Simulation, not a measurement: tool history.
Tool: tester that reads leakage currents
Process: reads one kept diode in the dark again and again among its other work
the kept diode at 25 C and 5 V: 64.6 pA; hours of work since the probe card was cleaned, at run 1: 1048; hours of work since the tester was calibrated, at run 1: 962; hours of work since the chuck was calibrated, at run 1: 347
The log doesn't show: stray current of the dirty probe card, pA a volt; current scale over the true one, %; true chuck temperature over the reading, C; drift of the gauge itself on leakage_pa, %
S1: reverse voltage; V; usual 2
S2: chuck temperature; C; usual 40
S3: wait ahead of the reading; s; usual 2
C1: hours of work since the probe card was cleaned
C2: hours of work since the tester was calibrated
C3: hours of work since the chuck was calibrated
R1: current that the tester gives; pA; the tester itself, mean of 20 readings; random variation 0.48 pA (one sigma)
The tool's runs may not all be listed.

| run | hour | S1 | S2 | S3 | C1 | C2 | C3 | R1 |
|---|---|---|---|---|---|---|---|---|
| 1 | 0 | 2 | 40 | 2 | 1048 | 962 | 347 | 157.13 |
| 2 | 72.6 | 2 | 40 | 2 | 1082 | 995 | 380 | 157.71 |
| 3 | 142.9 | 2 | 40 | 2 | 1114 | 1027 | 413 | 156.84 |
| 4 | 193.1 | 2 | 40 | 2 | 1137 | 1051 | 436 | 157.69 |
| 5 | 266.4 | 2 | 40 | 2 | 1171 | 1084 | 469 | 157.36 |
| 6 | 338.2 | 2 | 36 | 2 | 1204 | 1117 | 502 | 113.06 |
| 7 | 387.6 | 2 | 36 | 2 | 1227 | 1140 | 525 | 112.76 |
| 8 | 436.1 | 2 | 36 | 2 | 1249 | 1162 | 547 | 112.84 |
| 9 | 469.3 | 2 | 39 | 2 | 1264 | 1178 | 563 | 145.3 |
| 10 | 542.9 | 2 | 40 | 0.58 | 1298 | 1211 | 597 | 157.52 |
| 11 | 599.9 | 2 | 40 | 0.58 | 1324 | 1238 | 623 | 157.67 |
|  | 631 | chuck's temperature calibrated |
| 12 | 639.8 | 12.11 | 40 | 2 | 1342 | 1255 | 4 | 346.28 |
| 13 | 695.3 | 12.11 | 40 | 2 | 1367 | 1281 | 30 | 345.16 |
| 14 | 768.2 | 12.11 | 33 | 2 | 1401 | 1314 | 63 | 192.78 |
| 15 | 827.8 | 12.11 | 33 | 2 | 1428 | 1342 | 91 | 193.4 |
| 16 | 872.9 | 12.11 | 33 | 2 | 1449 | 1362 | 111 | 194.29 |
| 17 | 939.1 | 12.11 | 33 | 2 | 1479 | 1393 | 142 | 193.1 |
| 18 | 972.2 | 12.11 | 33 | 2 | 1495 | 1408 | 157 | 192.38 |
| 19 | 1004.3 | 12.11 | 33 | 2 | 1509 | 1423 | 172 | 193.43 |
| 20 | 1060.4 | 12.11 | 33 | 2 | 1535 | 1448 | 197 | 193.44 |
| 21 | 1117.6 | 12.11 | 33 | 2 | 1561 | 1475 | 224 | 193.4 |
| 22 | 1151.4 | 9.89 | 40 | 2 | 1577 | 1490 | 239 | 317.88 |
| 23 | 1184.8 | 9.89 | 40 | 2 | 1592 | 1506 | 255 | 316.72 |
| 24 | 1220.4 | 9.89 | 40 | 2 | 1609 | 1522 | 271 | 315.96 |
| 25 | 1254.6 | 2 | 40 | 1.9 | 1624 | 1538 | 287 | 157.6 |
| 26 | 1316.9 | 16.74 | 40 | 6.27 | 1653 | 1566 | 315 | 396.83 |
| 27 | 1375.1 | 16.74 | 25 | 4.18 | 1680 | 1593 | 342 | 110.65 |
|  | 1411.7 | probe card cleaned and baked |
| 28 | 1452.3 | 5.55 | 45 | 2 | 19 | 1627 | 376 | 368.15 |
| 29 | 1498.5 | 5.55 | 22 | 2 | 40 | 1649 | 398 | 52.01 |
| 30 | 1568.7 | 2 | 42 | 0.54 | 72 | 1681 | 430 | 186.42 |
| 31 | 1635.6 | 2 | 25 | 5.48 | 103 | 1712 | 461 | 43.52 |
| 32 | 1672.4 | 6.28 | 44 | 3.31 | 120 | 1729 | 478 | 357.94 |
| 33 | 1710 | 6.28 | 44 | 3.31 | 137 | 1746 | 495 | 355.76 |
| 34 | 1741.3 | 4.35 | 37 | 1.09 | 152 | 1760 | 509 | 172.45 |
| 35 | 1777.7 | 4.35 | 37 | 1.09 | 168 | 1777 | 526 | 171.97 |
| 36 | 1812.5 | 4.35 | 37 | 1.09 | 184 | 1793 | 542 | 172.4 |
| 37 | 1865.3 | 1.59 | 36 | 6.84 | 209 | 1817 | 566 | 102.39 |
| 38 | 1917.5 | 2.07 | 40 | 0.3 | 233 | 1841 | 590 | 161.7 |
| 39 | 1978.4 | 1.77 | 26 | 3.7 | 261 | 1869 | 618 | 45.19 |

Forecast each of these 4 alternatives for the next run:
|  | 2021.3 | chuck's temperature calibrated |
| A | 2021.3 | 16.09 | 42 | 0.35 | 279 | 1888 | 0 | ? |
|  | 2021.3 | chuck's temperature calibrated |
| B | 2021.3 | 2.98 | 29 | 1.26 | 279 | 1888 | 0 | ? |
|  | 2021.3 | chuck's temperature calibrated |
| C | 2021.3 | 2 | 25 | 2 | 279 | 1888 | 0 | ? |
|  | 2021.3 | chuck's temperature calibrated |
| D | 2021.3 | 2 | 33 | 2 | 279 | 1888 | 0 | ? |

| run | R1 |
|---|---|
| A | 468.8 |
| B | 74.52 |
| C | 43.8 |
| D | 88 |
Without the tool's hidden state the same runs would have given:
| run | R1 |
|---|---|
| A | 468.84 |
| B | 74.53 |
| C | 43.81 |
| D | 88.01 |
